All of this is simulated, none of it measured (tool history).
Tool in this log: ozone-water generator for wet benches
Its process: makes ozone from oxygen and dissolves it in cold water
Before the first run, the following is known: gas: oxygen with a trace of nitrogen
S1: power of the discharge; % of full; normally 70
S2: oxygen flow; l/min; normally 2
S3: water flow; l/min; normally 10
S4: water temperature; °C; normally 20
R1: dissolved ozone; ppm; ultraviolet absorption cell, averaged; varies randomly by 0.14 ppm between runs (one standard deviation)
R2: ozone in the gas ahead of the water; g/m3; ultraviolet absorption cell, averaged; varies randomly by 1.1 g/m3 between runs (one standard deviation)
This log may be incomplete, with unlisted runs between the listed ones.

run,hour,S1,S2,S3,S4,R1,R2
1,0,70,2,10,20,16.2,202.5
2,71.7,70,2,10,20,16.2,201.8
3,107,70,2,10,20,16.2,202.9
4,182.2,61,2,10,20,14.7,186.8
5,231.2,61,2,10,20,14.6,184.5
6,266.6,61,2,10,20,14.8,185.6
7,332.2,61,2,10,20,14.6,186
8,412.5,61,2,10,20,14.7,186.5
9,472.9,70,2,10,20,16,199.9
10,528.6,70,2,10,20,16,201
11,563.2,70,2,10,20,15.9,201.7
12,628.3,70,2,10,20,16,200.6
13,676.1,70,2,10,20,15.9,202.8
14,744.3,89,1.64,16,13,11.6,263.2
15,816.9,89,1.64,16,13,11.5,264.2
16,887.7,89,1.64,16,13,11.4,262.6
17,955.6,89,1.64,7,13,28.7,264.6
18,1035.1,89,1.64,7,13,28.5,265.4
19,1074,46,1.34,10,25,11.5,199.8
20,1125.2,46,1.34,10,25,11.7,197.8
21,1203.4,70,2,6,18,25.6,199.4
22,1248.1,70,2,6,18,25.7,199.2
23,1285.4,70,2,6,18,25.7,200.2
24,1353.3,67,1.27,10,22,14.8,257.1
25,1398.5,67,1.07,10,22,14.7,291.1
26,1467.1,67,1.07,10,22,14.9,288.8

Each row is a separate what-if for the run after 26, all from the same tool condition, not one after another. Results?
A,1531.8,98,1.07,10,27,?,?
B,1531.8,67,1.07,7,13,?,?
C,1531.8,67,1.42,10,20,?,?

run,R1,R2
A,17.8,365
B,23,288.4
C,15.4,241.8
The same runs, with their run-to-run variation unchanged, on a tool lacking any hidden condition would have given:
run,R1,R2
A,19,375
B,24.2,294.7
C,16.3,247.2
